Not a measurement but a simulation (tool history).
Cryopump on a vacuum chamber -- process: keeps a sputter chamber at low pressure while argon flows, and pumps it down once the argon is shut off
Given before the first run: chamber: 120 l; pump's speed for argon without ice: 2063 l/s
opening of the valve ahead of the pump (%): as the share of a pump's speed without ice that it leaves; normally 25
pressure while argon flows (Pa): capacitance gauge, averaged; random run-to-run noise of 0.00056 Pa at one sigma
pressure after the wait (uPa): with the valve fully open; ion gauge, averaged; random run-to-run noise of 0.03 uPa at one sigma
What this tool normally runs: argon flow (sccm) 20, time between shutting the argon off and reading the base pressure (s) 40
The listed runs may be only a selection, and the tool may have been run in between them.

run    hour  argon flow (sccm)  time between shutting the argon off and reading the base pressure (s)  opening of the valve ahead of the pump (%)  pressure while argon flows (Pa)  pressure after the wait (uPa)
  1     0.0                 20                                                                     40                                          25                           0.0690                           3.03
  2    91.6                 20                                                                     40                                          25                           0.0693                           3.07
  3   146.7                 20                                                                     40                                          25                           0.0696                           3.16
      193.9  -- pump warmed up, emptied and cooled again
  4   255.6                 20                                                                     40                                          25                           0.0668                           3.05
  5   314.1                 20                                                                     40                                          25                           0.0660                           2.98
  6   392.5                 20                                                                    102                                          25                           0.0658                           2.25
  7   489.5                 20                                                                    214                                          25                           0.0667                           2.11
      600.6  -- leaking fittings of the chamber tightened, without venting
  8   604.6                 20                                                                    214                                          25                           0.0678                           0.46
  9   695.2                 20                                                                     40                                          43                           0.0399                           1.60
 10   808.8                 20                                                                     40                                          20                           0.0858                           1.68
 11   860.7                 20                                                                     34                                          20                           0.0857                           1.96
 12   936.7                 18                                                                     40                                          25                           0.0622                           1.80
 13   999.8                 20                                                                    136                                          25                           0.0694                           0.89
     1064.6  -- pump warmed up, emptied and cooled again
 14  1099.9                 20                                                                    136                                          25                           0.0664                           0.84
 15  1208.3                 20                                                                    136                                          25                           0.0667                           0.94
 16  1294.0                 20                                                                     40                                          25                           0.0655                           1.92
 17  1398.8                 20                                                                     40                                          25                           0.0670                           2.04
 18  1487.3                 20                                                                     40                                          25                           0.0669                           2.08
 19  1575.7                 20                                                                     40                                          25                           0.0696                           2.17
 20  1643.2                 36                                                                     40                                          25                           0.1242                           2.27
 21  1714.8                 36                                                                     40                                          25                           0.1230                           2.24
 22  1761.8                 16                                                                     52                                          25                           0.0561                           2.07
 23  1825.5                 26                                                                     74                                          25                           0.0907                           1.83
     1928.4  -- pump warmed up, emptied and cooled again
 24  1928.4                 26                                                                     74                                          37                           0.0574                           1.70
 25  2037.8                 33                                                                    107                                          49                           0.0561                           1.57
 26  2096.5                  8                                                                     21                                          49                           0.0136                           3.58
 27  2150.3                  9                                                                     21                                          26                           0.0290                           3.74
 28  2229.5                 14                                                                     82                                          25                           0.0473                           2.00
 29  2327.2                 14                                                                     82                                          25                           0.0479                           1.96
 30  2420.0                 14                                                                     37                                          25                           0.0479                           2.86

The next listed run, before its measurement:
 31  2513.9                 20                                                                     40                                          16                                ?                              ?

Run 31 gave pressure while argon flows (Pa) 0.1048, pressure after the wait (uPa) 2.90.
On a tool with no hidden condition, and with the same random variation, this run would have come out at pressure while argon flows (Pa) 0.1016, pressure after the wait (uPa) 1.50.
